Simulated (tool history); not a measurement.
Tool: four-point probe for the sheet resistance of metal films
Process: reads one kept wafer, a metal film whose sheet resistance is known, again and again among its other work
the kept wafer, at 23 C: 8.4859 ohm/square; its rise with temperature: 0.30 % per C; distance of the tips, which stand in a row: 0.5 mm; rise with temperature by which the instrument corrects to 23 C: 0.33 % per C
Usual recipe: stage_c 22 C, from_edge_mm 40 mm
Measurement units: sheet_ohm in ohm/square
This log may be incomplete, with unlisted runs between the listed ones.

run,hour,stage_c,from_edge_mm,sheet_ohm
1,0.0,22,40,8.476130
2,8.4,22,40,8.477251
3,20.5,22,40,8.477973
4,29.9,22,40,8.481381
5,39.3,31,40,8.455422
6,48.2,22,40,8.482557
7,66.1,22,40,8.478061
8,78.5,22,40,8.479062
9,88.5,22,50,8.481481
10,103.4,22,50,8.479924
11,112.6,22,40,8.481602
# hour 114.7: stage's thermometer calibrated
12,128.6,22,40,8.481216
13,137.6,22,40,8.483801
14,149.2,25,40,8.481767
15,164.0,34,10,8.465506
16,175.6,26,23,8.478378
17,185.9,26,23,8.478709
# hour 195.5: stage's thermometer calibrated, once more
18,198.6,26,23,8.472914
19,207.2,26,23,8.475097
20,215.3,20,25,8.485893
21,225.2,20,25,8.488536
22,237.6,20,14,8.493245
23,254.7,20,14,8.496767
24,271.6,33,7,8.479623
25,283.3,33,7,8.480001
26,292.4,33,7,8.482974
27,308.2,33,7,8.481782
28,320.8,19,40,8.492786

Here are 3 independent what-if runs from the current tool condition. What would each one return?
A,331.6,19,5,?
B,331.6,22,40,?
C,331.6,31,40,?

run,sheet_ohm
A,8.542169
B,8.484238
C,8.463838
The same runs, with their run-to-run variation unchanged, on a tool lacking any hidden condition would have given:
run,sheet_ohm
A,8.545092
B,8.487151
C,8.466768

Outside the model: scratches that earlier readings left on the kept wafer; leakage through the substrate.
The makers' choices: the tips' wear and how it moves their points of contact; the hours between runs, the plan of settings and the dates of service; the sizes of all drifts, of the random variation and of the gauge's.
